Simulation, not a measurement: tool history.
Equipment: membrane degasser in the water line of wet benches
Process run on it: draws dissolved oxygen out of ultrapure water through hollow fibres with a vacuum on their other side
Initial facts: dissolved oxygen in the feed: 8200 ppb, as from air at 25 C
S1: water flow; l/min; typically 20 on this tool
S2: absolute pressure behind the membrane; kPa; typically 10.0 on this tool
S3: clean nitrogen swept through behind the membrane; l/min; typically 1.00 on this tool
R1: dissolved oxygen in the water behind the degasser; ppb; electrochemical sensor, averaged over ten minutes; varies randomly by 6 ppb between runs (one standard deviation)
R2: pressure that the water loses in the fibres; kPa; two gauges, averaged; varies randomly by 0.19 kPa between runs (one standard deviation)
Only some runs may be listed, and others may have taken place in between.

| run | hour | S1 | S2 | S3 | R1 | R2 |
|---|---|---|---|---|---|---|
| 1 | 0.0 | 20 | 10.0 | 1.00 | 628.9 | 40.93 |
| 2 | 211.0 | 20 | 10.0 | 1.00 | 624.0 | 40.88 |
| 3 | 351.8 | 20 | 13.8 | 1.00 | 775.3 | 41.29 |
| 4 | 673.1 | 20 | 13.8 | 1.00 | 793.0 | 40.81 |
| 5 | 955.1 | 20 | 13.8 | 1.00 | 773.6 | 41.17 |
| 6 | 1159.6 | 20 | 13.8 | 1.00 | 799.7 | 41.10 |
| 7 | 1435.7 | 20 | 13.8 | 0.87 | 846.7 | 41.38 |
| 8 | 1629.2 | 20 | 10.0 | 1.00 | 655.3 | 41.06 |
| 9 | 1949.5 | 20 | 10.0 | 1.00 | 640.7 | 41.39 |
|  | 2040.7 | seals of the vacuum lines changed |
| 10 | 2179.0 | 20 | 10.0 | 1.00 | 633.3 | 41.20 |
| 11 | 2317.5 | 20 | 10.0 | 1.00 | 647.4 | 41.37 |
| 12 | 2453.1 | 20 | 10.0 | 1.00 | 625.3 | 41.39 |
|  | 2642.1 | vacuum gauge calibrated |
| 13 | 2752.9 | 20 | 10.0 | 1.00 | 632.9 | 41.65 |
| 14 | 2965.0 | 20 | 10.0 | 1.00 | 630.4 | 41.45 |
| 15 | 3129.9 | 20 | 10.0 | 1.00 | 640.8 | 41.56 |
| 16 | 3405.9 | 17 | 10.0 | 1.00 | 506.7 | 35.44 |
| 17 | 3559.2 | 13 | 8.8 | 1.00 | 302.4 | 27.13 |
| 18 | 3698.9 | 13 | 8.8 | 1.00 | 307.8 | 27.26 |
| 19 | 4010.5 | 13 | 8.8 | 1.00 | 307.8 | 27.28 |
| 20 | 4330.0 | 13 | 21.9 | 0.70 | 860.8 | 27.30 |
| 21 | 4647.2 | 28 | 21.9 | 1.54 | 1284.9 | 58.55 |
| 22 | 4932.6 | 28 | 21.9 | 1.54 | 1264.8 | 58.54 |
| 23 | 5165.1 | 20 | 7.1 | 2.53 | 435.6 | 42.14 |
| 24 | 5444.8 | 16 | 11.4 | 0.46 | 758.2 | 33.76 |
| 25 | 5661.6 | 15 | 7.9 | 0.55 | 466.8 | 31.79 |
| 26 | 5927.1 | 15 | 7.9 | 0.55 | 479.4 | 31.61 |
| 27 | 6084.8 | 15 | 7.9 | 0.55 | 466.3 | 31.31 |
| 28 | 6410.4 | 13 | 11.6 | 0.45 | 639.4 | 27.33 |
| 29 | 6733.1 | 13 | 11.6 | 0.45 | 634.4 | 27.16 |
| 30 | 7023.6 | 15 | 23.2 | 0.87 | 921.0 | 31.96 |
| 31 | 7332.1 | 15 | 23.2 | 0.87 | 903.8 | 31.87 |

Below are 4 alternative next runs, each starting from the tool's condition after run 31. Predict each:
| A | 7649.7 | 16 | 10.0 | 1.00 | ? | ? |
| B | 7649.7 | 24 | 14.6 | 1.17 | ? | ? |
| C | 7649.7 | 27 | 23.2 | 1.39 | ? | ? |
| D | 7649.7 | 15 | 23.2 | 2.93 | ? | ? |

| run | R1 | R2 |
|---|---|---|
| A | 488.5 | 34.19 |
| B | 981.1 | 51.43 |
| C | 1342.1 | 57.67 |
| D | 460.8 | 31.86 |
Without the tool's unlogged condition, the same runs would have read:
| run | R1 | R2 |
|---|---|---|
| A | 434.3 | 32.34 |
| B | 898.9 | 48.66 |
| C | 1254.7 | 54.57 |
| D | 413.0 | 30.14 |
